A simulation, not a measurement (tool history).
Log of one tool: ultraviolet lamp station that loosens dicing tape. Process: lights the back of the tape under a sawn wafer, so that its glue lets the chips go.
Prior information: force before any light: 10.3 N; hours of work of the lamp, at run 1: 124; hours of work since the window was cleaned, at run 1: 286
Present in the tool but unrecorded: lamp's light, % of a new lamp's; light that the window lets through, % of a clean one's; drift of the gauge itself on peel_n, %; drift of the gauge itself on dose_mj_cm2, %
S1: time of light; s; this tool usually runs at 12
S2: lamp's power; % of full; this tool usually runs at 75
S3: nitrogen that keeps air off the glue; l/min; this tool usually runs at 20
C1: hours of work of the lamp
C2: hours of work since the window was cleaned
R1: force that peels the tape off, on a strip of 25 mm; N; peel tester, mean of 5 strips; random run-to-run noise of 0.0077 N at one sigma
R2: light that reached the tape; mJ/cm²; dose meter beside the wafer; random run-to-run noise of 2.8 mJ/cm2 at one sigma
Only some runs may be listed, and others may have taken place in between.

run,hour,S1,S2,S3,C1,C2,R1,R2
1,0.0,12,75,20,124,286,0.427,335
2,8.5,12,75,20,130,292,0.444,336
3,14.1,12,75,31,135,297,0.280,334
4,22.8,12,75,31,141,303,0.281,336
5,31.2,12,75,31,148,310,0.285,335
6,38.2,12,75,31,153,315,0.287,323
7,47.4,12,75,31,160,322,0.290,330
8,51.7,12,75,31,163,325,0.285,329
9,58.9,12,75,31,169,331,0.297,327
10,63.1,12,75,20,172,334,0.469,333
11,71.8,12,75,20,179,341,0.447,326
12,81.3,12,75,20,186,348,0.458,327
13,87.8,12,75,20,191,353,0.467,321
14,97.0,12,75,20,198,360,0.476,321
15,106.8,12,75,20,205,367,0.495,326
16,115.4,12,75,20,212,374,0.469,315
17,122.4,12,92,20,217,379,0.265,393
18,130.3,12,92,24,223,385,0.229,398
19,136.3,12,92,24,228,390,0.218,385
20,142.0,14,75,20,232,394,0.307,363
21,146.2,12,75,20,236,398,0.501,313
22,152.7,12,75,20,241,403,0.508,315
23,161.9,12,83,8,248,410,1.038,351
24,168.3,12,83,8,253,415,1.009,346
25,174.5,12,62,20,257,419,0.822,259
26,179.2,15,78,6,261,423,0.936,410
27,186.9,15,78,6,267,429,0.890,401
28,195.4,19,83,6,273,435,0.425,544
29,203.3,22,75,10,279,441,0.208,559
30,207.5,15,75,20,283,445,0.283,382
31,214.9,23,63,30,288,450,0.094,493
32,220.5,23,77,21,292,454,0.075,600
33,228.3,7,61,12,298,460,3.258,145
34,237.1,7,98,8,305,467,2.070,233
35,242.6,7,98,8,309,471,2.159,229
36,247.6,8,94,7,313,475,2.053,255
37,254.1,12,64,13,318,480,1.279,260
38,262.3,12,64,13,324,486,1.315,256
39,270.5,19,90,9,331,493,0.216,564
40,275.4,12,70,11,335,497,1.222,279
41,284.8,12,75,11,342,504,1.054,297
42,288.8,22,75,32,345,507,0.072,541
43,292.8,12,82,11,348,510,0.875,325

Table of differences, measured result less the result of that run with no hidden state. Run-to-run variation is the same in both. Gauge scatter possibly is not:
run,R1,R2
1,+0.133,-44
2,+0.140,-45
3,+0.093,-47
4,+0.096,-48
5,+0.099,-49
6,+0.102,-49
7,+0.106,-52
8,+0.107,-52
9,+0.111,-53
10,+0.171,-54
11,+0.170,-55
12,+0.177,-57
13,+0.179,-57
14,+0.189,-59
15,+0.198,-59
16,+0.191,-60
17,+0.112,-77
18,+0.095,-79
19,+0.098,-78
20,+0.138,-75
21,+0.214,-66
22,+0.221,-67
23,+0.397,-75
24,+0.392,-76
25,+0.336,-58
26,+0.380,-92
27,+0.365,-93
28,+0.202,-128
29,+0.095,-135
30,+0.141,-93
31,+0.031,-122
32,+0.020,-151
33,+0.824,-36
34,+0.679,-60
35,+0.717,-60
36,+0.706,-67
37,+0.533,-69
38,+0.563,-70
39,+0.117,-158
40,+0.537,-79
41,+0.485,-85
42,+0.018,-158
43,+0.433,-95
